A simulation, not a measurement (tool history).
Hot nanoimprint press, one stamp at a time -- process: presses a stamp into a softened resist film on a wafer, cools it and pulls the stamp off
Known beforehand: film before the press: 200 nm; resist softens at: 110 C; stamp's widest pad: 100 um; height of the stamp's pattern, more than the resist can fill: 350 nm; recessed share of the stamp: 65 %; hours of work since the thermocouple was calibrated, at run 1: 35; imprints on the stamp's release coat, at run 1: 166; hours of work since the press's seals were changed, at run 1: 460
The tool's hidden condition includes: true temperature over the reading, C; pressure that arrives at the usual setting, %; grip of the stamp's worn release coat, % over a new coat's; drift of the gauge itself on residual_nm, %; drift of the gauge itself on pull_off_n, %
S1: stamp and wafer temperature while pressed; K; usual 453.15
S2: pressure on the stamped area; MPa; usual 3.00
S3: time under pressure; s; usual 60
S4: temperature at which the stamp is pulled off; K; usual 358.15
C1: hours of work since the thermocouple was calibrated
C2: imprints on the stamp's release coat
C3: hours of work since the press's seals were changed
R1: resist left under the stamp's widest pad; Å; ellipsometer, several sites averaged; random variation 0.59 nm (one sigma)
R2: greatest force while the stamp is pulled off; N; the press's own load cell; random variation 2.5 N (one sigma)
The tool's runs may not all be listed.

run,hour,S1,S2,S3,S4,C1,C2,C3,R1,R2
1,0.0,453.15,3.00,60,358.15,35,166,460,735,112
2,51.7,453.15,3.00,60,358.15,63,304,489,723,124
3,124.2,453.15,3.00,60,358.15,104,497,529,731,123
4,177.1,453.15,3.00,60,358.15,133,637,559,719,127
5,255.0,446.15,3.00,60,358.15,176,844,602,955,134
6,329.5,446.15,3.00,60,358.15,218,1042,644,953,140
7,404.3,446.15,2.91,60,358.15,260,1242,685,974,144
8,453.3,446.15,2.91,60,358.15,287,1372,712,952,149
9,516.2,446.15,2.91,60,358.15,322,1539,747,963,151
10,581.9,461.15,3.00,60,358.15,358,1714,784,511,158
11,629.4,461.15,3.00,60,358.15,385,1840,810,517,164
# hour 692.1: plate thermocouple calibrated
12,702.6,453.15,3.00,60,358.15,6,2027,849,746,171
13,741.8,453.15,2.30,60,358.15,28,2131,871,839,174
14,794.4,453.15,2.30,60,358.15,57,2271,900,840,169
15,836.4,453.15,2.30,60,358.15,80,2383,924,832,180
# hour 888.2: stamp cleaned and given a new release coat
16,909.7,459.15,3.00,110,366.15,118,57,961,448,106
17,980.2,444.15,1.99,32,362.15,157,244,1000,1455,117
18,1043.6,453.15,2.49,60,358.15,192,413,1036,806,125
19,1105.2,444.15,2.30,35,347.15,226,577,1070,1366,133
20,1152.9,453.15,2.13,60,364.15,253,703,1096,845,124
21,1210.1,453.15,3.03,60,358.15,285,855,1128,714,134
22,1257.2,453.15,3.03,60,358.15,311,981,1155,723,143
23,1335.6,454.15,3.48,60,358.15,355,1189,1198,641,139
24,1388.1,453.15,3.00,60,350.15,384,1329,1227,718,153
# hour 1445.4: press's hydraulic seals changed and the load cell set to zero
# hour 1463.8: plate thermocouple calibrated
25,1491.9,457.15,3.61,33,354.15,16,1576,24,696,159
26,1538.6,462.15,3.00,60,354.15,42,1700,50,506,164
27,1630.1,462.15,3.00,60,354.15,93,1943,101,510,173
28,1689.0,462.15,4.26,69,354.15,125,2100,134,391,181
29,1755.8,462.15,4.26,69,354.15,162,2278,171,386,178
30,1801.3,454.15,2.52,70,348.15,188,2399,196,713,187

Forecast each of these 3 alternatives for the next run:
# hour 1846.3: stamp cleaned and given a new release coat
A,1895.2,444.15,2.28,70,350.15,237,130,245,?,?
# hour 1846.3: stamp cleaned and given a new release coat
B,1895.2,443.15,3.54,78,348.15,237,130,245,?,?
# hour 1846.3: stamp cleaned and given a new release coat
C,1895.2,454.15,2.52,70,363.15,237,130,245,?,?

run,R1,R2
A,1119,123
B,910,124
C,709,113
Without the tool's unlogged condition, the same runs would have read:
run,R1,R2
A,1123,120
B,909,121
C,710,110
